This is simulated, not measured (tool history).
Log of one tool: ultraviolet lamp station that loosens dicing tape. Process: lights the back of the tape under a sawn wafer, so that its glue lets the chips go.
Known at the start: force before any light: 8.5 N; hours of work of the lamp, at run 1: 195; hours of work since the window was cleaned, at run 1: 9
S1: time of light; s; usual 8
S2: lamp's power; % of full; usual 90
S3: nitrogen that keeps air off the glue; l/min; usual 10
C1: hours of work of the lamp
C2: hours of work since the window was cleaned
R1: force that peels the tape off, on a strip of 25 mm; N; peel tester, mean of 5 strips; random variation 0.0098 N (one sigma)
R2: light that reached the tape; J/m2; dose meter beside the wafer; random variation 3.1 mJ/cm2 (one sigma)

run    hour  S1  S2  S3    C1   C2     R1    R2
  1       0   8  90  10   195    9  0.451  4590
  2      76   8  90  10   239   53  0.501  4480
  3     158   8  90  10   286  101  0.523  4470
  4   234.9  12  90  10   330  145  0.252  6500
  5   298.9   8  90  10   367  182  0.533  4300
  6   389.6   8  90  10   420  235  0.571  4240
  7   457.9   8  73  10   459  274  0.896  3340
  8   524.8   8  73  10   498  313  0.908  3290
  9   610.5   8  73  10   548  362  0.929  3220
 10   657.9   8  71  10   575  390   1.04  3140
 11   731.4   5  90  10   618  432  1.589  2440
 12   773.1   5  90  17   642  456  1.374  2400
 13   820.1  13  90  10   669  484  0.255  6120
 14   883.2  13  90  10   705  520   0.27  6100
 15   952.6  13  90  10   746  560   0.28  5970
 16  1030.1   8  90  10   790  605  0.763  3580
     1039.2  -- window cleaned of glue's vapour
 17  1072.9   8  90  10   815   19  0.661  3930
 18  1160.1   8  90  10   865   70  0.695  3860
 19  1210.8   8  90  10   894   99  0.667  3840
 20  1264.2   8  90  10   925  130  0.701  3730
 21  1348.7   8  63  10   974  179  1.385  2540
 22    1398   8  63  10  1003  207  1.495  2530
 23  1443.6   8  63  10  1029  234   1.49  2470
 24  1489.3   9  97  10  1056  260  0.544  4350
 25  1538.6   9  97  10  1084  289  0.533  4290
 26  1594.4   7  90  10  1116  321  1.044  3040
 27  1685.6   6  81  20  1169  374  1.396  2240
 28  1752.5  12  90  10  1208  412  0.393  5030
 29  1815.9   8  90  13  1244  449  0.826  3290

The next listed run, before its measurement:
 30  1909.1   8  90  13  1298  503   ?   ?

{"run 30": {"R1": 0.879, "R2": 3210}}
Without the tool's hidden state the same run would have given R1 0.376 N, R2 4830 J/m2.
